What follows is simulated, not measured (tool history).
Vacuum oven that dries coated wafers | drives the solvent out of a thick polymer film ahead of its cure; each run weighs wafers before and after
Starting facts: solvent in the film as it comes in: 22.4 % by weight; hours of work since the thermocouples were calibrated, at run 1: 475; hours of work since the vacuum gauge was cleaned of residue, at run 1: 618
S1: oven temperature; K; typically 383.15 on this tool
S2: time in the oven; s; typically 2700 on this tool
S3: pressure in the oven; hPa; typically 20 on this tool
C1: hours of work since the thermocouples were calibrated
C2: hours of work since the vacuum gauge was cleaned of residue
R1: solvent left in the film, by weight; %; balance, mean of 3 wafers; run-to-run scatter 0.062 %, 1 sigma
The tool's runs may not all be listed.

run,hour,S1,S2,S3,C1,C2,R1
1,0,383.15,2700,20,475,618,3.79
2,13,383.15,2700,20,484,626,3.78
3,34.5,383.15,2700,20,497,639,3.79
4,51.6,383.15,2700,20,507,650,3.68
5,64.6,383.15,2700,20,515,658,3.85
6,89.3,383.15,2700,20,531,673,3.88
7,101.4,374.15,2760,20,538,681,6.2
8,113.4,374.15,2760,20,546,688,6.34
9,128.4,374.15,1800,68.4,555,697,12.82
10,150,374.15,1800,68.4,568,711,12.54
11,163.8,387.15,2700,20,577,719,2.99
12,185,387.15,2700,20,590,732,3.04

Alternative continuations, all from the tool just after run 12; predict every row:
A,208.2,395.15,2400,20,604,747,?
B,208.2,398.15,4740,40.6,604,747,?
C,208.2,383.15,1680,78.6,604,747,?
D,208.2,374.15,2700,20,604,747,?

run,R1
A,2.1
B,2.31
C,10.6
D,6.34
Had the tool no hidden state, the same runs would have come out as:
run,R1
A,1.96
B,2.2
C,10.35
D,6.08
